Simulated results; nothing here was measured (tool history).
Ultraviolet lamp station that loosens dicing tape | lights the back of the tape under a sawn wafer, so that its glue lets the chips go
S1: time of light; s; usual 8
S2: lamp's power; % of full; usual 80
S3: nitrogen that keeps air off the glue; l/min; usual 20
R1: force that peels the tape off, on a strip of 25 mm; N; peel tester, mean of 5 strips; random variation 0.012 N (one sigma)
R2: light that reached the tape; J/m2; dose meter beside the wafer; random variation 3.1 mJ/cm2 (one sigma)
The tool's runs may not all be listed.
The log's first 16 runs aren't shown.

Run 17, hour 1056.3: usual settings but S3 30 l/min. Result: R1 0.698 N, R2 3700 J/m2.
Run 18, hour 1133.4: usual settings. Result: R1 0.875 N, R2 3630 J/m2.
Run 19, hour 1181.5: usual settings. Result: R1 0.889 N, R2 3600 J/m2.
Run 20, hour 1250.6: usual settings. Result: R1 0.904 N, R2 3530 J/m2.
Run 21, hour 1342: usual settings but S1 5 s. Result: R1 1.773 N, R2 2090 J/m2.
Run 22, hour 1403.8: usual settings but S1 6 s, S2 61 % of full. Result: R1 1.945 N, R2 1930 J/m2.
Run 23, hour 1449.8: usual settings but S1 12 s, S2 61 % of full, S3 25 l/min. Result: R1 0.807 N, R2 3780 J/m2.
Run 24, hour 1515.7: usual settings but S1 6 s, S2 76 % of full. Result: R1 1.657 N, R2 2270 J/m2.
At hour 1582: window cleaned of glue's vapour.
Run 25, hour 1588.9: usual settings but S1 6 s, S2 73 % of full, S3 13 l/min. Result: R1 1.76 N, R2 2380 J/m2.
Run 26, hour 1629.7: usual settings but S1 6 s, S2 73 % of full, S3 13 l/min. Result: R1 1.73 N, R2 2350 J/m2.
Run 27, hour 1720.1: usual settings but S1 6 s, S2 73 % of full, S3 13 l/min. Result: R1 1.861 N, R2 2310 J/m2.
Run 28, hour 1758.3: usual settings but S1 6 s, S2 73 % of full, S3 13 l/min. Result: R1 1.862 N, R2 2260 J/m2.
Run 29, hour 1843.7: usual settings but S1 6 s, S2 73 % of full, S3 13 l/min. Result: R1 1.891 N, R2 2190 J/m2.
Run 30, hour 1910.5: usual settings but S1 9 s, S2 81 % of full, S3 16 l/min. Result: R1 0.965 N, R2 3560 J/m2.
Run 31, hour 1996.1: usual settings but S1 5 s, S2 81 % of full, S3 13 l/min. Result: R1 2.179 N, R2 1950 J/m2.
Run 32, hour 2060.4: usual settings but S1 4 s, S2 81 % of full, S3 21 l/min. Result: R1 2.335 N, R2 1520 J/m2.
Run 33, hour 2137.9: usual settings but S1 10 s, S2 68 % of full, S3 6 l/min. Result: R1 1.711 N, R2 3040 J/m2.
Run 34, hour 2213.8: usual settings but S1 10 s, S2 68 % of full, S3 6 l/min. Result: R1 1.81 N, R2 2980 J/m2.
Run 35, hour 2266.6: usual settings but S1 6 s, S2 78 % of full, S3 7 l/min. Result: R1 2.358 N, R2 1990 J/m2.

The next listed run, before its measurement:
At hour 2292.8: window cleaned of glue's vapour.
At hour 2309.2: lamp changed.
Run 36, hour 2355: usual settings but S1 14 s, S2 67 % of full, S3 26 l/min. Result: R1 ?, R2 ?.

Run 36 gave R1 0.285 N, R2 6670 J/m2.
Without the tool's hidden state the same run would have given R1 0.275 N, R2 6840 J/m2.
